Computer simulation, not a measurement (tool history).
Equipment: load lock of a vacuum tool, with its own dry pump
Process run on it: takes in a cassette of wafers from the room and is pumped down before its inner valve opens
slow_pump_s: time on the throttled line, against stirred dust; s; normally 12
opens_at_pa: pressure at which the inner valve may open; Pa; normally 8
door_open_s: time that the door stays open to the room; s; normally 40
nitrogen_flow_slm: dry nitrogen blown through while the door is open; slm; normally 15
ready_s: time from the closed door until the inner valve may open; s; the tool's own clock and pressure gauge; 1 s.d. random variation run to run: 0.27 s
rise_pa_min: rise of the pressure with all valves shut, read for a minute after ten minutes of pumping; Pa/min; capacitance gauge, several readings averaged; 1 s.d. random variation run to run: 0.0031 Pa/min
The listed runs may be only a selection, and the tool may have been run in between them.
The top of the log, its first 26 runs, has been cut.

| run | hour | slow_pump_s | opens_at_pa | door_open_s | nitrogen_flow_slm | hours that the pump has run since its overhaul | times that the door has closed on its seal | incoming humidity of the room's air, % | ready_s | rise_pa_min |
|---|---|---|---|---|---|---|---|---|---|---|
| 27 | 9620.1 | 17 | 6 | 28 | 16 | 12599 | 28980 | 46.9 | 28.9 | 0.316 |
| 28 | 9864.8 | 17 | 6 | 28 | 16 | 12844 | 29612 | 50.7 | 28.8 | 0.327 |
| 29 | 10222.8 | 12 | 8 | 68 | 19 | 13202 | 30536 | 44 | 25.4 | 0.345 |
| 30 | 10664.5 | 12 | 12 | 68 | 19 | 13644 | 31676 | 44.3 | 24.7 | 0.372 |
| 31 | 11024.5 | 12 | 12 | 68 | 19 | 14004 | 32605 | 45.5 | 24.1 | 0.386 |
| 32 | 11263 | 12 | 12 | 68 | 19 | 14242 | 33221 | 42.5 | 24.1 | 0.389 |
|  | 11364.7 | door's seal changed, seat wiped |
| 33 | 11489.5 | 8 | 13 | 102 | 31 | 14467 | 322 | 44.3 | 21.6 | 0.066 |
| 34 | 11780.6 | 20 | 9 | 185 | 37 | 14759 | 1073 | 43.5 | 30.2 | 0.074 |
| 35 | 12126.9 | 23 | 7 | 73 | 27 | 15105 | 1967 | 42 | 33.4 | 0.059 |
| 36 | 12458.2 | 7 | 8 | 152 | 27 | 15436 | 2823 | 44.5 | 22.1 | 0.093 |
| 37 | 12940.8 | 7 | 8 | 152 | 27 | 15919 | 4068 | 47.1 | 22.1 | 0.1 |
| 38 | 13240.4 | 12 | 8 | 76 | 15 | 16218 | 4842 | 47.6 | 25.3 | 0.104 |

Branching from run 38: 3 alternative next runs. What would each branch give?
| A | 13459.2 | 12 | 8 | 75 | 9 | 16437 | 5407 | 46.6 | ? | ? |
| B | 13459.2 | 12 | 11 | 80 | 8 | 16437 | 5407 | 45.2 | ? | ? |
| C | 13459.2 | 7 | 8 | 113 | 23 | 16437 | 5407 | 44.2 | ? | ? |

| run | ready_s | rise_pa_min |
|---|---|---|
| A | 26.2 | 0.12 |
| B | 25.2 | 0.128 |
| C | 21.9 | 0.099 |
What these runs would have given with no unlogged condition in the tool:
| run | ready_s | rise_pa_min |
|---|---|---|
| A | 24.2 | 0.101 |
| B | 23.4 | 0.108 |
| C | 19.8 | 0.079 |
